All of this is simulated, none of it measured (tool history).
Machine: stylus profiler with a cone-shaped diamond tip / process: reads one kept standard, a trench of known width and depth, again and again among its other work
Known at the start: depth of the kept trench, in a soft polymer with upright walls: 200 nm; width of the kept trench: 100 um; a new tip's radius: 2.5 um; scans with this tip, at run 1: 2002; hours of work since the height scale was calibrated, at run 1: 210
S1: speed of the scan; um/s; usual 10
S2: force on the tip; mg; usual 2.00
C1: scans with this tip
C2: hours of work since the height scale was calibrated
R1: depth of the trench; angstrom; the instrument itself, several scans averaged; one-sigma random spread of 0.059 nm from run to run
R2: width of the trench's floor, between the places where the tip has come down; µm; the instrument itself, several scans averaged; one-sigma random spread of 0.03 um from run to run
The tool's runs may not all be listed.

run,hour,S1,S2,C1,C2,R1,R2
1,0.0,10,2.00,2002,210,2021.5,98.02
2,66.5,10,2.00,2284,240,2020.8,97.98
3,102.7,2,2.00,2437,256,2022.0,97.94
4,168.6,2,2.00,2716,285,2021.6,98.04
5,228.9,2,2.00,2971,312,2021.8,98.00
6,266.1,2,1.08,3129,329,2014.1,97.98
7,333.6,2,1.08,3415,359,2014.5,97.95
8,365.2,10,1.89,3548,373,2021.7,98.01
9,413.6,10,1.89,3754,394,2021.3,98.03
10,475.5,10,1.89,4016,422,2020.5,98.02
11,539.9,3,5.18,4288,451,2039.7,98.02
12,599.9,18,1.85,4542,477,2020.5,97.98
13,638.3,10,1.89,4705,494,2020.5,98.02
14,692.8,10,2.16,4936,519,2023.6,97.98
15,743.9,10,2.16,5152,541,2022.1,98.01
16,781.4,10,2.16,5311,558,2022.7,98.01
17,825.8,32,3.03,5499,578,2027.8,97.92
18,863.3,31,5.11,5658,594,2041.3,98.00
19,896.9,5,2.00,5800,609,2020.9,98.04

4 options for the next run, each taken on its own from the tool as it stands now. Forecast them:
A,952.7,11,1.85,6036,634,?,?
B,952.7,24,2.00,6036,634,?,?
C,952.7,2,0.73,6036,634,?,?
D,952.7,14,0.83,6036,634,?,?

run,R1,R2
A,2020.4,98.01
B,2021.0,97.95
C,2012.2,97.95
D,2012.6,97.95
Had the tool no hidden state, the same runs would have come out as:
run,R1,R2
A,2020.3,98.02
B,2021.0,97.97
C,2012.1,97.96
D,2012.5,97.96
